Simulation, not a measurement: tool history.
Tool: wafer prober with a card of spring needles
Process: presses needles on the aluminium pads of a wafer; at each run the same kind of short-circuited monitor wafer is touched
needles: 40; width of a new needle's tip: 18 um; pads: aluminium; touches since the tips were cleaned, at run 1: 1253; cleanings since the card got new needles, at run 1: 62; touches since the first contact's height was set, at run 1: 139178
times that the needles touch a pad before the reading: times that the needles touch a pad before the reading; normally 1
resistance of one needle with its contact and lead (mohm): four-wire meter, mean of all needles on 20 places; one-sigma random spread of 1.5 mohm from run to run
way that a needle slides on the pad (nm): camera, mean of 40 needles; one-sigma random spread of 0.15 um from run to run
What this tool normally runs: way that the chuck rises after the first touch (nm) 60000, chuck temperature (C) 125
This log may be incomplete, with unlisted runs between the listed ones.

run,day,way that the chuck rises after the first touch (nm),chuck temperature (C),times that the needles touch a pad before the reading,touches since the tips were cleaned,cleanings since the card got new needles,touches since the first contact's height was set,resistance of one needle with its contact and lead (mohm),way that a needle slides on the pad (nm)
1,0,60000,125,1,1253,62,139178,204,12960
# day 0.138: tips cleaned on abrasive film
# day 0.5: tips cleaned on abrasive film
# day 0.862: tips cleaned on abrasive film
# day 1.204: tips cleaned on abrasive film
2,1.362,60000,125,1,999,66,147771,197,13070
# day 1.508: tips cleaned on abrasive film
# day 1.804: tips cleaned on abrasive film
# day 2.167: tips cleaned on abrasive film
# day 2.458: tips cleaned on abrasive film
3,2.654,60000,125,1,1237,70,155906,202,12830
# day 2.783: tips cleaned on abrasive film
# day 3.138: tips cleaned on abrasive film
# day 3.5: tips cleaned on abrasive film
# day 3.829: tips cleaned on abrasive film
4,3.829,60000,125,1,0,74,163304,153,13090
# day 4.121: tips cleaned on abrasive film
# day 4.483: tips cleaned on abrasive film
5,4.483,60000,125,1,2,76,167444,155,12800
# day 4.821: tips cleaned on abrasive film
6,5.1,60000,125,1,1785,77,171359,217,12810
# day 5.171: tips cleaned on abrasive film
# day 5.533: tips cleaned on abrasive film
7,5.692,60000,125,1,1004,79,175082,203,12610
# day 5.842: tips cleaned on abrasive film
# day 6.204: tips cleaned on abrasive film
# day 6.542: tips cleaned on abrasive film
# day 6.9: tips cleaned on abrasive film
8,7.108,60000,125,1,1326,83,184017,221,12830
# day 7.25: tips cleaned on abrasive film
# day 7.604: tips cleaned on abrasive film
9,7.683,60000,125,1,493,85,187631,187,12810
# day 7.958: tips cleaned on abrasive film
# day 8.042: height of the first contact set anew
# day 8.325: tips cleaned on abrasive film
# day 8.692: tips cleaned on abrasive film
10,8.825,60000,125,1,851,88,4945,205,11720
# day 9.038: tips cleaned on abrasive film
# day 9.388: tips cleaned on abrasive film
11,9.467,60000,118,1,503,90,9007,186,11650
# day 9.75: tips cleaned on abrasive film
# day 10.108: tips cleaned on abrasive film
12,10.112,60000,125,1,14,92,13057,154,11530
# day 10.196: height of the first contact set anew, once more
# day 10.417: tips cleaned on abrasive film
# day 10.771: tips cleaned on abrasive film
13,10.808,60000,125,1,229,94,3848,157,14440
# day 11.1: tips cleaned on abrasive film
# day 11.462: tips cleaned on abrasive film
# day 11.8: tips cleaned on abrasive film
14,11.8,60000,125,1,0,97,10098,152,14590
# day 12.158: tips cleaned on abrasive film
# day 12.45: tips cleaned on abrasive film
# day 12.8: tips cleaned on abrasive film
15,13.038,42000,72,1,1513,100,17933,277,9660
# day 13.104: tips cleaned on abrasive film
# day 13.467: tips cleaned on abrasive film
# day 13.821: tips cleaned on abrasive film
16,13.879,75000,72,3,365,103,23225,139,17660
# day 14.167: tips cleaned on abrasive film
# day 14.508: tips cleaned on abrasive film
17,14.508,43000,61,1,0,105,27193,153,9940
# day 14.871: tips cleaned on abrasive film
# day 15.238: tips cleaned on abrasive film
18,15.408,78000,32,2,1107,107,32897,152,18490
# day 15.558: tips cleaned on abrasive film
# day 15.908: tips cleaned on abrasive film
# day 16.271: tips cleaned on abrasive film
19,16.3,47000,75,2,185,110,38511,153,11130
# day 16.592: tips cleaned on abrasive film
# day 16.933: tips cleaned on abrasive film
# day 17.283: tips cleaned on abrasive film
20,17.429,58000,59,2,929,113,45646,172,13560
# day 17.65: tips cleaned on abrasive film
# day 17.983: tips cleaned on abrasive film
# day 18.338: tips cleaned on abrasive film
# day 18.688: tips cleaned on abrasive film
21,18.708,51000,125,2,136,117,53691,157,11740
# day 19: tips cleaned on abrasive film
# day 19.346: tips cleaned on abrasive film
22,19.462,57000,115,2,744,119,58468,171,13070
# day 19.683: tips cleaned on abrasive film
# day 20.042: tips cleaned on abrasive film
23,20.171,57000,88,2,821,121,62941,170,12980
# day 20.392: tips cleaned on abrasive film
# day 20.746: tips cleaned on abrasive film
# day 21.096: tips cleaned on abrasive film
24,21.379,57000,88,2,1809,124,70578,194,12830
# day 21.454: tips cleaned on abrasive film
# day 21.796: tips cleaned on abrasive film
# day 22.154: tips cleaned on abrasive film
# day 22.512: tips cleaned on abrasive film
25,22.575,43000,88,2,402,128,78097,184,9590
# day 22.854: tips cleaned on abrasive film
# day 23.204: tips cleaned on abrasive film
# day 23.558: tips cleaned on abrasive film
26,23.617,43000,88,2,373,131,84681,182,9470

What differs in the tool's unlogged condition from the final listed run ahead of each entry between runs to the first listed run following it?
Runs 1 to 2: tips cleaned on abrasive film (day 0.138); tips cleaned on abrasive film (day 0.5); tips cleaned on abrasive film (day 0.862); tips cleaned on abrasive film (day 1.204)
  debris on the tips, nm: 46.7 -> 43.1; way that the needles fall short of the set height, um: 5.2 -> 5.53; tips' diameter, um: 19.82 -> 19.94
  what was measured, less what the result would be without the hidden state, resistance of one needle with its contact and lead (mohm): +63 -> +58; way that a needle slides on the pad (nm): -1240 -> -1330
Runs 2 to 3: tips cleaned on abrasive film (day 1.508); tips cleaned on abrasive film (day 1.804); tips cleaned on abrasive film (day 2.167); tips cleaned on abrasive film (day 2.458)
  debris on the tips, nm: 43.1 -> 43.5; way that the needles fall short of the set height, um: 5.53 -> 5.85; tips' diameter, um: 19.94 -> 20.05
  what was measured, less what the result would be without the hidden state, resistance of one needle with its contact and lead (mohm): +58 -> +61; way that a needle slides on the pad (nm): -1330 -> -1390
Runs 3 to 4: tips cleaned on abrasive film (day 2.783); tips cleaned on abrasive film (day 3.138); tips cleaned on abrasive film (day 3.5); tips cleaned on abrasive film (day 3.829)
  debris on the tips, nm: 43.5 -> 7.4; way that the needles fall short of the set height, um: 5.85 -> 6.18; tips' diameter, um: 20.05 -> 20.16
  what was measured, less what the result would be without the hidden state, resistance of one needle with its contact and lead (mohm): +61 -> +13; way that a needle slides on the pad (nm): -1390 -> -1480
Runs 4 to 5: tips cleaned on abrasive film (day 4.121); tips cleaned on abrasive film (day 4.483)
  debris on the tips, nm: 7.4 -> 8.4; way that the needles fall short of the set height, um: 6.18 -> 6.35; tips' diameter, um: 20.16 -> 20.22
  what was measured, less what the result would be without the hidden state, resistance of one needle with its contact and lead (mohm): +13 -> +14; way that a needle slides on the pad (nm): -1480 -> -1520
Runs 5 to 6: tips cleaned on abrasive film (day 4.821)
  debris on the tips, nm: 8.4 -> 54; way that the needles fall short of the set height, um: 6.35 -> 6.44; tips' diameter, um: 20.22 -> 20.25
  what was measured, less what the result would be without the hidden state, resistance of one needle with its contact and lead (mohm): +14 -> +78; way that a needle slides on the pad (nm): -1520 -> -1530
Runs 6 to 7: tips cleaned on abrasive film (day 5.171); tips cleaned on abrasive film (day 5.533)
  debris on the tips, nm: 54 -> 42.8; way that the needles fall short of the set height, um: 6.44 -> 6.61; tips' diameter, um: 20.25 -> 20.31
  what was measured, less what the result would be without the hidden state, resistance of one needle with its contact and lead (mohm): +78 -> +63; way that a needle slides on the pad (nm): -1530 -> -1570
Runs 7 to 8: tips cleaned on abrasive film (day 5.842); tips cleaned on abrasive film (day 6.204); tips cleaned on abrasive film (day 6.542); tips cleaned on abrasive film (day 6.9)
  debris on the tips, nm: 42.8 -> 51.3; way that the needles fall short of the set height, um: 6.61 -> 6.95; tips' diameter, um: 20.31 -> 20.43
  what was measured, less what the result would be without the hidden state, resistance of one needle with its contact and lead (mohm): +63 -> +78; way that a needle slides on the pad (nm): -1570 -> -1660
Runs 8 to 9: tips cleaned on abrasive film (day 7.25); tips cleaned on abrasive film (day 7.604)
  debris on the tips, nm: 51.3 -> 28.6; way that the needles fall short of the set height, um: 6.95 -> 7.13; tips' diameter, um: 20.43 -> 20.5
  what was measured, less what the result would be without the hidden state, resistance of one needle with its contact and lead (mohm): +78 -> +45; way that a needle slides on the pad (nm): -1660 -> -1730
Runs 9 to 10: tips cleaned on abrasive film (day 7.958); height of the first contact set anew (day 8.042); tips cleaned on abrasive film (day 8.325); tips cleaned on abrasive film (day 8.692)
  debris on the tips, nm: 28.6 -> 36.3; way that the needles fall short of the set height, um: 7.13 -> 11.44; tips' diameter, um: 20.5 -> 20.58
  what was measured, less what the result would be without the hidden state, resistance of one needle with its contact and lead (mohm): +45 -> +67; way that a needle slides on the pad (nm): -1730 -> -2750
Runs 10 to 11: tips cleaned on abrasive film (day 9.038); tips cleaned on abrasive film (day 9.388)
  debris on the tips, nm: 36.3 -> 23.5; way that the needles fall short of the set height, um: 11.44 -> 11.58; tips' diameter, um: 20.58 -> 20.63
  what was measured, less what the result would be without the hidden state, resistance of one needle with its contact and lead (mohm): +67 -> +46; way that a needle slides on the pad (nm): -2750 -> -2780
Runs 11 to 12: tips cleaned on abrasive film (day 9.75); tips cleaned on abrasive film (day 10.108)
  debris on the tips, nm: 23.5 -> 5.3; way that the needles fall short of the set height, um: 11.58 -> 11.73; tips' diameter, um: 20.63 -> 20.68
  what was measured, less what the result would be without the hidden state, resistance of one needle with its contact and lead (mohm): +46 -> +14; way that a needle slides on the pad (nm): -2780 -> -2810
Runs 12 to 13: height of the first contact set anew, once more (day 10.196); tips cleaned on abrasive film (day 10.417); tips cleaned on abrasive film (day 10.771)
  debris on the tips, nm: 5.3 -> 15.3; way that the needles fall short of the set height, um: 11.73 -> 0.14; tips' diameter, um: 20.68 -> 20.73
  what was measured, less what the result would be without the hidden state, resistance of one needle with its contact and lead (mohm): +14 -> +19; way that a needle slides on the pad (nm): -2810 -> -30
Runs 13 to 14: tips cleaned on abrasive film (day 11.1); tips cleaned on abrasive film (day 11.462); tips cleaned on abrasive film (day 11.8)
  debris on the tips, nm: 15.3 -> 5.8; way that the needles fall short of the set height, um: 0.14 -> 0.42; tips' diameter, um: 20.73 -> 20.83
  what was measured, less what the result would be without the hidden state, resistance of one needle with its contact and lead (mohm): +19 -> +9; way that a needle slides on the pad (nm): -30 -> -100
Runs 14 to 15: tips cleaned on abrasive film (day 12.158); tips cleaned on abrasive film (day 12.45); tips cleaned on abrasive film (day 12.8)
  debris on the tips, nm: 5.8 -> 51.6; way that the needles fall short of the set height, um: 0.42 -> 0.61; tips' diameter, um: 20.83 -> 20.9
  what was measured, less what the result would be without the hidden state, resistance of one needle with its contact and lead (mohm): +9 -> +139; way that a needle slides on the pad (nm): -100 -> -150
Runs 15 to 16: tips cleaned on abrasive film (day 13.104); tips cleaned on abrasive film (day 13.467); tips cleaned on abrasive film (day 13.821)
  debris on the tips, nm: 51.6 -> 22.4; way that the needles fall short of the set height, um: 0.61 -> 0.87; tips' diameter, um: 20.9 -> 20.99
  what was measured, less what the result would be without the hidden state, resistance of one needle with its contact and lead (mohm): +139 -> +9; way that a needle slides on the pad (nm): -150 -> -200
Runs 16 to 17: tips cleaned on abrasive film (day 14.167); tips cleaned on abrasive film (day 14.508)
  debris on the tips, nm: 22.4 -> 5.7; way that the needles fall short of the set height, um: 0.87 -> 1.04; tips' diameter, um: 20.99 -> 21.05
  what was measured, less what the result would be without the hidden state, resistance of one needle with its contact and lead (mohm): +9 -> +17; way that a needle slides on the pad (nm): -200 -> -250
Runs 17 to 18: tips cleaned on abrasive film (day 14.871); tips cleaned on abrasive film (day 15.238)
  debris on the tips, nm: 5.7 -> 48.1; way that the needles fall short of the set height, um: 1.04 -> 1.21; tips' diameter, um: 21.05 -> 21.11
  what was measured, less what the result would be without the hidden state, resistance of one needle with its contact and lead (mohm): +17 -> +28; way that a needle slides on the pad (nm): -250 -> -300
Runs 18 to 19: tips cleaned on abrasive film (day 15.558); tips cleaned on abrasive film (day 15.908); tips cleaned on abrasive film (day 16.271)
  debris on the tips, nm: 48.1 -> 12.8; way that the needles fall short of the set height, um: 1.21 -> 1.44; tips' diameter, um: 21.11 -> 21.19
  what was measured, less what the result would be without the hidden state, resistance of one needle with its contact and lead (mohm): +28 -> +20; way that a needle slides on the pad (nm): -300 -> -350
Runs 19 to 20: tips cleaned on abrasive film (day 16.592); tips cleaned on abrasive film (day 16.933); tips cleaned on abrasive film (day 17.283)
  debris on the tips, nm: 12.8 -> 38.7; way that the needles fall short of the set height, um: 1.44 -> 1.68; tips' diameter, um: 21.19 -> 21.27
  what was measured, less what the result would be without the hidden state, resistance of one needle with its contact and lead (mohm): +20 -> +39; way that a needle slides on the pad (nm): -350 -> -400
Runs 20 to 21: tips cleaned on abrasive film (day 17.65); tips cleaned on abrasive film (day 17.983); tips cleaned on abrasive film (day 18.338); tips cleaned on abrasive film (day 18.688)
  debris on the tips, nm: 38.7 -> 13.2; way that the needles fall short of the set height, um: 1.68 -> 1.97; tips' diameter, um: 21.27 -> 21.37
  what was measured, less what the result would be without the hidden state, resistance of one needle with its contact and lead (mohm): +39 -> +17; way that a needle slides on the pad (nm): -400 -> -460
Runs 21 to 22: tips cleaned on abrasive film (day 19); tips cleaned on abrasive film (day 19.346)
  debris on the tips, nm: 13.2 -> 31.9; way that the needles fall short of the set height, um: 1.97 -> 2.12; tips' diameter, um: 21.37 -> 21.43
  what was measured, less what the result would be without the hidden state, resistance of one needle with its contact and lead (mohm): +17 -> +32; way that a needle slides on the pad (nm): -460 -> -500
Runs 22 to 23: tips cleaned on abrasive film (day 19.683); tips cleaned on abrasive film (day 20.042)
  debris on the tips, nm: 31.9 -> 34.6; way that the needles fall short of the set height, um: 2.12 -> 2.31; tips' diameter, um: 21.43 -> 21.49
  what was measured, less what the result would be without the hidden state, resistance of one needle with its contact and lead (mohm): +32 -> +36; way that a needle slides on the pad (nm): -500 -> -550
Runs 23 to 24: tips cleaned on abrasive film (day 20.392); tips cleaned on abrasive film (day 20.746); tips cleaned on abrasive film (day 21.096)
  debris on the tips, nm: 34.6 -> 58.6; way that the needles fall short of the set height, um: 2.31 -> 2.57; tips' diameter, um: 21.49 -> 21.58
  what was measured, less what the result would be without the hidden state, resistance of one needle with its contact and lead (mohm): +36 -> +59; way that a needle slides on the pad (nm): -550 -> -610
Runs 24 to 25: tips cleaned on abrasive film (day 21.454); tips cleaned on abrasive film (day 21.796); tips cleaned on abrasive film (day 22.154); tips cleaned on abrasive film (day 22.512)
  debris on the tips, nm: 58.6 -> 24; way that the needles fall short of the set height, um: 2.57 -> 2.86; tips' diameter, um: 21.58 -> 21.69
  what was measured, less what the result would be without the hidden state, resistance of one needle with its contact and lead (mohm): +59 -> +46; way that a needle slides on the pad (nm): -610 -> -690
Runs 25 to 26: tips cleaned on abrasive film (day 22.854); tips cleaned on abrasive film (day 23.204); tips cleaned on abrasive film (day 23.558)
  debris on the tips, nm: 24 -> 20.9; way that the needles fall short of the set height, um: 2.86 -> 3.12; tips' diameter, um: 21.69 -> 21.78
  what was measured, less what the result would be without the hidden state, resistance of one needle with its contact and lead (mohm): +46 -> +42; way that a needle slides on the pad (nm): -690 -> -740

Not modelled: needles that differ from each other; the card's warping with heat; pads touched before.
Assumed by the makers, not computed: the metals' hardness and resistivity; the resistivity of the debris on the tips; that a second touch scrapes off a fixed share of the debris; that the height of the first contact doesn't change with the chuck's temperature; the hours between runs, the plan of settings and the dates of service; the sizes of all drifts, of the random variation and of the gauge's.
